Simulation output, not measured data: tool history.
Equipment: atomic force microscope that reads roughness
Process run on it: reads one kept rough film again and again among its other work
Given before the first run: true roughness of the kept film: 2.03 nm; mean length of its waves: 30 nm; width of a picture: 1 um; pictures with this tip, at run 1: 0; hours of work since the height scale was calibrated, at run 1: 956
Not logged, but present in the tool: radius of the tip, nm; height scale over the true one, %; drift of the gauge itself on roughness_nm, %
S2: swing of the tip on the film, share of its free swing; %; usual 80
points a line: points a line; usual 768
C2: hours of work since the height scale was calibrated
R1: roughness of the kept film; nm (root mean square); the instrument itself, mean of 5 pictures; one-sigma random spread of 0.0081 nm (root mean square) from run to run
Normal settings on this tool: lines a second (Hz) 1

{"run": 1, "hour": 0.0, "lines a second (Hz)": 1, "S2": 80, "points a line": 768, "pictures with this tip": 0, "C2": 956, "R1": 1.802}
{"run": 2, "hour": 19.8, "lines a second (Hz)": 1, "S2": 80, "points a line": 464, "pictures with this tip": 25, "C2": 968, "R1": 1.756}
{"run": 3, "hour": 40.5, "lines a second (Hz)": 1, "S2": 80, "points a line": 464, "pictures with this tip": 51, "C2": 980, "R1": 1.715}
{"run": 4, "hour": 72.7, "lines a second (Hz)": 1, "S2": 80, "points a line": 464, "pictures with this tip": 92, "C2": 999, "R1": 1.674}
{"run": 5, "hour": 106.7, "lines a second (Hz)": 1, "S2": 80, "points a line": 768, "pictures with this tip": 135, "C2": 1020, "R1": 1.635}
{"run": 6, "hour": 131.5, "lines a second (Hz)": 1, "S2": 80, "points a line": 768, "pictures with this tip": 166, "C2": 1034, "R1": 1.579}
{"hour": 143.3, "done": "new tip fitted"}
{"run": 7, "hour": 170.0, "lines a second (Hz)": 1, "S2": 80, "points a line": 768, "pictures with this tip": 34, "C2": 1057, "R1": 1.73}
{"run": 8, "hour": 206.0, "lines a second (Hz)": 1, "S2": 80, "points a line": 768, "pictures with this tip": 79, "C2": 1078, "R1": 1.684}
{"run": 9, "hour": 228.0, "lines a second (Hz)": 1, "S2": 80, "points a line": 768, "pictures with this tip": 107, "C2": 1091, "R1": 1.656}
{"run": 10, "hour": 246.4, "lines a second (Hz)": 1, "S2": 80, "points a line": 768, "pictures with this tip": 130, "C2": 1102, "R1": 1.635}
{"run": 11, "hour": 276.2, "lines a second (Hz)": 1, "S2": 80, "points a line": 768, "pictures with this tip": 168, "C2": 1120, "R1": 1.587}
{"hour": 285.5, "done": "new tip fitted"}
{"run": 12, "hour": 304.0, "lines a second (Hz)": 1, "S2": 80, "points a line": 768, "pictures with this tip": 24, "C2": 1136, "R1": 1.77}
{"run": 13, "hour": 341.4, "lines a second (Hz)": 3.11, "S2": 80, "points a line": 768, "pictures with this tip": 71, "C2": 1158, "R1": 1.554}
{"run": 14, "hour": 366.0, "lines a second (Hz)": 3.11, "S2": 80, "points a line": 768, "pictures with this tip": 102, "C2": 1173, "R1": 1.521}
{"run": 15, "hour": 382.8, "lines a second (Hz)": 1, "S2": 87, "points a line": 768, "pictures with this tip": 123, "C2": 1183, "R1": 1.629}
{"run": 16, "hour": 419.0, "lines a second (Hz)": 1, "S2": 80, "points a line": 777, "pictures with this tip": 169, "C2": 1204, "R1": 1.595}
{"hour": 427.6, "done": "new tip fitted"}
{"run": 17, "hour": 437.5, "lines a second (Hz)": 1, "S2": 80, "points a line": 777, "pictures with this tip": 13, "C2": 1215, "R1": 1.787}
{"run": 18, "hour": 466.5, "lines a second (Hz)": 1, "S2": 59, "points a line": 768, "pictures with this tip": 50, "C2": 1232, "R1": 1.804}
{"hour": 470.1, "done": "height scale calibrated on a step standard"}
{"run": 19, "hour": 494.3, "lines a second (Hz)": 3.39, "S2": 80, "points a line": 768, "pictures with this tip": 84, "C2": 14, "R1": 1.531}
{"run": 20, "hour": 526.4, "lines a second (Hz)": 3.39, "S2": 80, "points a line": 768, "pictures with this tip": 124, "C2": 33, "R1": 1.491}
{"run": 21, "hour": 554.2, "lines a second (Hz)": 3.39, "S2": 80, "points a line": 768, "pictures with this tip": 159, "C2": 50, "R1": 1.451}
{"hour": 570.5, "done": "new tip fitted"}
{"run": 22, "hour": 576.1, "lines a second (Hz)": 3.39, "S2": 80, "points a line": 768, "pictures with this tip": 7, "C2": 63, "R1": 1.612}
{"run": 23, "hour": 594.6, "lines a second (Hz)": 1, "S2": 80, "points a line": 768, "pictures with this tip": 31, "C2": 74, "R1": 1.781}
{"run": 24, "hour": 632.5, "lines a second (Hz)": 1, "S2": 80, "points a line": 768, "pictures with this tip": 79, "C2": 96, "R1": 1.716}
{"run": 25, "hour": 664.6, "lines a second (Hz)": 1, "S2": 80, "points a line": 768, "pictures with this tip": 119, "C2": 115, "R1": 1.663}
{"run": 26, "hour": 692.3, "lines a second (Hz)": 1, "S2": 80, "points a line": 768, "pictures with this tip": 155, "C2": 132, "R1": 1.616}
{"hour": 696.7, "done": "height scale calibrated on a step standard, once more"}
{"hour": 713.0, "done": "new tip fitted"}
{"run": 27, "hour": 725.7, "lines a second (Hz)": 0.9, "S2": 61, "points a line": 366, "pictures with this tip": 16, "C2": 17, "R1": 1.819}
{"run": 28, "hour": 758.9, "lines a second (Hz)": 0.9, "S2": 61, "points a line": 366, "pictures with this tip": 58, "C2": 37, "R1": 1.739}
{"run": 29, "hour": 782.7, "lines a second (Hz)": 0.87, "S2": 76, "points a line": 548, "pictures with this tip": 88, "C2": 51, "R1": 1.685}
{"run": 30, "hour": 808.1, "lines a second (Hz)": 0.87, "S2": 76, "points a line": 515, "pictures with this tip": 120, "C2": 66, "R1": 1.646}
{"run": 31, "hour": 829.6, "lines a second (Hz)": 0.58, "S2": 75, "points a line": 338, "pictures with this tip": 147, "C2": 79, "R1": 1.608}
{"hour": 857.4, "done": "new tip fitted"}
{"run": 32, "hour": 869.5, "lines a second (Hz)": 3.92, "S2": 64, "points a line": 601, "pictures with this tip": 15, "C2": 102, "R1": 1.711}
{"run": 33, "hour": 899.7, "lines a second (Hz)": 3.92, "S2": 64, "points a line": 601, "pictures with this tip": 53, "C2": 120, "R1": 1.645}
{"run": 34, "hour": 915.8, "lines a second (Hz)": 3.15, "S2": 56, "points a line": 737, "pictures with this tip": 74, "C2": 129, "R1": 1.683}
{"run": 35, "hour": 941.3, "lines a second (Hz)": 0.62, "S2": 56, "points a line": 737, "pictures with this tip": 106, "C2": 145, "R1": 1.691}
{"run": 36, "hour": 963.6, "lines a second (Hz)": 0.62, "S2": 56, "points a line": 737, "pictures with this tip": 134, "C2": 158, "R1": 1.676}
{"hour": 1000.2, "done": "new tip fitted"}
{"run": 37, "hour": 1001.7, "lines a second (Hz)": 2.94, "S2": 76, "points a line": 268, "pictures with this tip": 2, "C2": 180, "R1": 1.632}
{"run": 38, "hour": 1036.5, "lines a second (Hz)": 1.75, "S2": 56, "points a line": 615, "pictures with this tip": 46, "C2": 201, "R1": 1.777}
{"run": 39, "hour": 1075.1, "lines a second (Hz)": 1, "S2": 84, "points a line": 768, "pictures with this tip": 95, "C2": 224, "R1": 1.634}
{"run": 40, "hour": 1105.5, "lines a second (Hz)": 2.99, "S2": 80, "points a line": 768, "pictures with this tip": 133, "C2": 242, "R1": 1.469}
{"run": 41, "hour": 1127.3, "lines a second (Hz)": 1.23, "S2": 57, "points a line": 553, "pictures with this tip": 161, "C2": 255, "R1": 1.633}
{"hour": 1141.9, "done": "new tip fitted"}
{"run": 42, "hour": 1164.3, "lines a second (Hz)": 0.83, "S2": 63, "points a line": 268, "pictures with this tip": 28, "C2": 276, "R1": 1.766}
{"run": 43, "hour": 1181.2, "lines a second (Hz)": 1, "S2": 80, "points a line": 323, "pictures with this tip": 50, "C2": 286, "R1": 1.699}
{"run": 44, "hour": 1218.1, "lines a second (Hz)": 1, "S2": 83, "points a line": 768, "pictures with this tip": 96, "C2": 308, "R1": 1.625}
{"run": 45, "hour": 1253.8, "lines a second (Hz)": 0.74, "S2": 67, "points a line": 429, "pictures with this tip": 141, "C2": 329, "R1": 1.636}
{"hour": 1284.8, "done": "new tip fitted"}
{"run": 46, "hour": 1291.3, "lines a second (Hz)": 1.12, "S2": 82, "points a line": 768, "pictures with this tip": 8, "C2": 351, "R1": 1.758}
{"run": 47, "hour": 1330.1, "lines a second (Hz)": 1, "S2": 71, "points a line": 478, "pictures with this tip": 57, "C2": 374, "R1": 1.711}
{"run": 48, "hour": 1354.4, "lines a second (Hz)": 0.76, "S2": 88, "points a line": 371, "pictures with this tip": 88, "C2": 389, "R1": 1.637}
{"run": 49, "hour": 1391.8, "lines a second (Hz)": 2.22, "S2": 80, "points a line": 768, "pictures with this tip": 135, "C2": 411, "R1": 1.514}
{"run": 50, "hour": 1424.5, "lines a second (Hz)": 0.85, "S2": 84, "points a line": 1017, "pictures with this tip": 177, "C2": 430, "R1": 1.559}
{"hour": 1428.4, "done": "new tip fitted"}
{"run": 51, "hour": 1454.2, "lines a second (Hz)": 1, "S2": 80, "points a line": 521, "pictures with this tip": 33, "C2": 448, "R1": 1.742}

Predict each of these 3 candidate next runs independently; none follows another, all start after run 51:
{"run": "A", "hour": 1474.3, "lines a second (Hz)": 1, "S2": 63, "points a line": 768, "pictures with this tip": 58, "C2": 460, "R1": "?"}
{"run": "B", "hour": 1474.3, "lines a second (Hz)": 0.59, "S2": 80, "points a line": 796, "pictures with this tip": 58, "C2": 460, "R1": "?"}
{"run": "C", "hour": 1474.3, "lines a second (Hz)": 1, "S2": 80, "points a line": 291, "pictures with this tip": 58, "C2": 460, "R1": "?"}

run=A R1=1.773
run=B R1=1.734
run=C R1=1.697
Had the tool no hidden state, the same runs would have come out as:
run=A R1=1.84
run=B R1=1.799
run=C R1=1.761
